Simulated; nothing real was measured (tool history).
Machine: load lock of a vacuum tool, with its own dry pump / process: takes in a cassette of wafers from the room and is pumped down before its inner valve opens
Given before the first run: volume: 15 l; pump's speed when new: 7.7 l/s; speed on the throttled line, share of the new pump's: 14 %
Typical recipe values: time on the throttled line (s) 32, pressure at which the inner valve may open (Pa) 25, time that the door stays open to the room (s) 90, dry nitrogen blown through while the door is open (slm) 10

run,day,time on the throttled line (s),pressure at which the inner valve may open (Pa),time that the door stays open to the room (s),dry nitrogen blown through while the door is open (slm),"incoming humidity of the room's air, %",time from the closed door until the inner valve may open (s),rise of the pressure with all valves shut (Pa/min)
1,0,32,25,90,10,41.5,45,0.869
# day 1.771: door's seal changed, seat wiped
2,10.183,32,25,90,10,45.5,44.7,0.128
3,17.025,32,25,90,10,45.8,44.1,0.134
4,22.062,32,25,90,10,41.1,44.1,0.13
5,32.633,32,25,90,10,40.7,44.8,0.143
6,40.7,32,25,90,10,43,45.3,0.155
7,47.112,32,25,90,10,44.3,44.1,0.168
8,53.567,32,25,90,10,45.1,44.9,0.175
9,64.554,33,25,90,10,47.2,46,0.201
10,70.742,32,25,38,10,46.6,44.7,0.155
11,82.767,42,25,90,10,44,53.4,0.218
12,87.846,42,25,90,4,44.1,52.9,0.247
13,99.067,42,25,90,4,45.4,53.4,0.273
14,107.821,32,25,90,10,43.2,45.1,0.269
15,115.021,32,25,90,10,46.3,44.8,0.288
16,121.933,32,25,85,10,45.9,45.1,0.3
17,128,32,25,90,10,42.8,44.3,0.298
18,136.879,32,25,90,10,47.3,45.1,0.335
19,146.471,32,25,90,10,40.6,44.9,0.34
20,152.321,49,25,90,10,45.3,59.4,0.366
21,160.679,49,25,90,10,47.9,58.9,0.39
22,169.15,49,25,90,10,46.8,59.7,0.421
23,180.888,32,29,90,4,40.2,44.6,0.452
24,187.533,48,21,55,19,44.1,58.8,0.407
25,198.954,48,21,55,19,41.6,58.4,0.436
26,209.325,32,25,110,10,44.4,45,0.543
27,216.9,32,25,110,10,41.7,45.3,0.554
28,221.862,32,25,28,10,41.9,45.5,0.491
29,228.458,30,37,169,10,41.7,43.3,0.632

Run 30 has not been measured yet. What should we expect?
30,240.058,32,25,137,31,43,?,?

{"run 30": {"time from the closed door until the inner valve may open (s)": 45.3, "rise of the pressure with all valves shut (Pa/min)": 0.616}}
With no hidden state in the tool, this same run would have given time from the closed door until the inner valve may open (s) 43.6, rise of the pressure with all valves shut (Pa/min) 0.106.
